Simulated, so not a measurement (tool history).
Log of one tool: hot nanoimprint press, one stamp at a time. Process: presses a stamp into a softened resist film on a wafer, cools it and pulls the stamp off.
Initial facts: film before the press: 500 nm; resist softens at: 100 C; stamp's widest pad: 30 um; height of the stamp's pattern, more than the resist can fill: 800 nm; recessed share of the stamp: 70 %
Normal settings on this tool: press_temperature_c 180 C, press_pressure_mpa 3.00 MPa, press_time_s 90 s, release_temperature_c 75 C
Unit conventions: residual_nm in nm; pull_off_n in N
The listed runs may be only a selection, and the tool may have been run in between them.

run	day	press_temperature_c	press_pressure_mpa	press_time_s	release_temperature_c	residual_nm	pull_off_n
1	0.000	180	3.00	90	75	273.1	163
2	0.658	180	3.00	90	75	272.3	161
3	1.488	180	3.00	90	75	273.2	171
4	2.517	180	4.78	90	75	228.7	164
5	3.412	180	3.00	75	75	290.6	173
6	4.450	180	3.00	75	75	289.3	170
7	5.662	180	3.00	90	75	272.1	172
8	6.438	180	3.00	90	75	272.2	176
9	7.171	180	3.00	90	75	271.4	177
10	7.879	172	3.00	90	75	324.9	176
11	8.858	172	3.00	90	75	324.4	179
12	9.883	173	4.78	160	77	221.0	181
13	10.867	180	3.60	137	75	215.8	180
14	11.971	187	3.00	90	75	229.9	185
# day 12.488: plate thermocouple calibrated
15	13.304	187	3.00	90	75	234.4	194
16	14.517	192	4.28	53	62	222.7	230
17	15.462	174	3.00	90	80	316.0	189
18	16.446	180	2.19	90	78	306.3	191
19	17.442	169	3.88	114	82	305.0	180
20	18.612	169	3.88	114	80	303.5	190
21	19.254	169	3.88	114	80	305.9	199
22	20.288	173	3.39	170	75	250.0	216

Each run again, without the hidden state but with its own random variation kept:
The tool's hidden condition here consists of: true temperature over the reading, C; pressure that arrives at the usual setting, %; grip of the stamp's worn release coat, % over a new coat's; drift of the gauge itself on residual_nm, %; drift of the gauge itself on pull_off_n, %.
run	residual_nm	pull_off_n
1	274.6	113
2	274.0	111
3	275.0	117
4	230.1	110
5	292.6	115
6	291.5	111
7	274.5	111
8	274.7	112
9	274.0	112
10	328.0	111
11	327.7	111
12	223.4	111
13	218.5	108
14	232.7	111
15	232.9	113
16	220.7	132
17	314.8	108
18	305.7	107
19	303.7	99
20	302.4	103
21	304.9	109
22	249.4	116
